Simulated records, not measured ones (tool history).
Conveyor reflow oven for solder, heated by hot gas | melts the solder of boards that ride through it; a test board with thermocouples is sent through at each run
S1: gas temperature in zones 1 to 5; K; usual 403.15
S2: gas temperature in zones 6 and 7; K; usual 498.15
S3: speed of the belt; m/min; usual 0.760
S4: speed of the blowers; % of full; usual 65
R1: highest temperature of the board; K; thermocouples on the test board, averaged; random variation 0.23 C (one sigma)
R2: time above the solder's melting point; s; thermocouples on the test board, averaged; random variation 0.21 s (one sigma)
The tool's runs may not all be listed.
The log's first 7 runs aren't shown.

{"run": 8, "day": 3.321, "S1": 403.15, "S2": 490.15, "S3": 0.76, "S4": 65, "R1": 469.75, "R2": 19.0}
{"day": 3.958, "done": "thermocouples of zones 6 and 7 changed"}
{"run": 9, "day": 4.008, "S1": 403.15, "S2": 490.15, "S3": 0.797, "S4": 65, "R1": 466.95, "R2": 15.3}
{"run": 10, "day": 4.467, "S1": 403.15, "S2": 490.15, "S3": 0.76, "S4": 65, "R1": 468.75, "R2": 18.2}
{"run": 11, "day": 5.038, "S1": 403.15, "S2": 490.15, "S3": 0.851, "S4": 65, "R1": 464.75, "R2": 11.3}
{"run": 12, "day": 5.592, "S1": 403.15, "S2": 490.15, "S3": 0.851, "S4": 65, "R1": 464.75, "R2": 11.6}
{"run": 13, "day": 6.15, "S1": 403.15, "S2": 498.15, "S3": 0.862, "S4": 65, "R1": 470.35, "R2": 16.4}
{"day": 6.371, "done": "belt drive overhauled, speed set with a stopwatch"}
{"run": 14, "day": 6.654, "S1": 403.15, "S2": 498.15, "S3": 0.862, "S4": 65, "R1": 470.25, "R2": 16.5}
{"run": 15, "day": 7.167, "S1": 403.15, "S2": 498.15, "S3": 0.862, "S4": 65, "R1": 470.05, "R2": 16.3}
{"run": 16, "day": 7.454, "S1": 403.15, "S2": 498.15, "S3": 0.862, "S4": 65, "R1": 470.55, "R2": 16.1}
{"run": 17, "day": 7.896, "S1": 403.15, "S2": 490.15, "S3": 0.738, "S4": 51, "R1": 465.85, "R2": 14.9}

Forecast run 18:
{"day": 8.362, "done": "belt drive overhauled, speed set with a stopwatch, once more"}
{"run": 18, "day": 8.362, "S1": 395.15, "S2": 496.15, "S3": 0.867, "S4": 88, "R1": "?", "R2": "?"}

R1: 471.75 K
R2: 16.9 s
Without the tool's hidden state the same run would have given R1 473.85 K, R2 18.7 s.
